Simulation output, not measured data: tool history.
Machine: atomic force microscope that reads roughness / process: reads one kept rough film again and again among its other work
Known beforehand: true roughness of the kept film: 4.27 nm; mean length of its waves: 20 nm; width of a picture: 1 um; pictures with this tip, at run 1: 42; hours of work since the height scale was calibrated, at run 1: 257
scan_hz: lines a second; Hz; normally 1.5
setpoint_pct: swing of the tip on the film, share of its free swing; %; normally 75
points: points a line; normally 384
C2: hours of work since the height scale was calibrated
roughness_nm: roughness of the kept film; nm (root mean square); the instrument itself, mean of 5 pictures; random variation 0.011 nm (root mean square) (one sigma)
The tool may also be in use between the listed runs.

run 1 hour=0 | scan_hz=1.5 setpoint_pct=75 points=384 | pictures_with_this_tip=42 C2=257 | roughness_nm=1.985
run 2 hour=15.7 | scan_hz=1.5 setpoint_pct=75 points=384 | pictures_with_this_tip=56 C2=264 | roughness_nm=1.831
run 3 hour=44.7 | scan_hz=1.5 setpoint_pct=75 points=384 | pictures_with_this_tip=83 C2=277 | roughness_nm=1.578
run 4 hour=67.2 | scan_hz=1.5 setpoint_pct=75 points=267 | pictures_with_this_tip=104 C2=286 | roughness_nm=1.415
run 5 hour=94.7 | scan_hz=1.5 setpoint_pct=75 points=267 | pictures_with_this_tip=129 C2=298 | roughness_nm=1.27
-- hour=103.4 new tip fitted
run 6 hour=126.2 | scan_hz=0.5 setpoint_pct=66 points=634 | pictures_with_this_tip=21 C2=312 | roughness_nm=2.461
run 7 hour=159.5 | scan_hz=2.14 setpoint_pct=66 points=378 | pictures_with_this_tip=51 C2=326 | roughness_nm=1.866
-- hour=162.5 height scale calibrated on a step standard
run 8 hour=189.5 | scan_hz=1.5 setpoint_pct=70 points=384 | pictures_with_this_tip=78 C2=12 | roughness_nm=1.609
run 9 hour=213 | scan_hz=1.17 setpoint_pct=75 points=478 | pictures_with_this_tip=100 C2=22 | roughness_nm=1.461
run 10 hour=247.8 | scan_hz=1.17 setpoint_pct=75 points=478 | pictures_with_this_tip=132 C2=37 | roughness_nm=1.278

Branching from run 10: 5 alternative next runs. What would each branch give?
-- hour=251.3 new tip fitted
-- hour=259.9 height scale calibrated on a step standard, once more
run A hour=266.7 | scan_hz=1.24 setpoint_pct=75 points=475 | pictures_with_this_tip=13 C2=3 | roughness_nm=?
-- hour=251.3 new tip fitted
-- hour=259.9 height scale calibrated on a step standard, once more
run B hour=266.7 | scan_hz=1.17 setpoint_pct=75 points=586 | pictures_with_this_tip=13 C2=3 | roughness_nm=?
-- hour=251.3 new tip fitted
-- hour=259.9 height scale calibrated on a step standard, once more
run C hour=266.7 | scan_hz=1.5 setpoint_pct=75 points=388 | pictures_with_this_tip=13 C2=3 | roughness_nm=?
-- hour=251.3 new tip fitted
-- hour=259.9 height scale calibrated on a step standard, once more
run D hour=266.7 | scan_hz=3.06 setpoint_pct=75 points=384 | pictures_with_this_tip=13 C2=3 | roughness_nm=?
-- hour=251.3 new tip fitted
-- hour=259.9 height scale calibrated on a step standard, once more
run E hour=266.7 | scan_hz=1.5 setpoint_pct=82 points=359 | pictures_with_this_tip=13 C2=3 | roughness_nm=?

run=A roughness_nm=2.36
run=B roughness_nm=2.363
run=C roughness_nm=2.326
run=D roughness_nm=2.055
run=E roughness_nm=2.201
The same runs, with their run-to-run variation unchanged, on a tool lacking any hidden condition would have given:
run=A roughness_nm=2.68
run=B roughness_nm=2.683
run=C roughness_nm=2.64
run=D roughness_nm=2.334
run=E roughness_nm=2.499
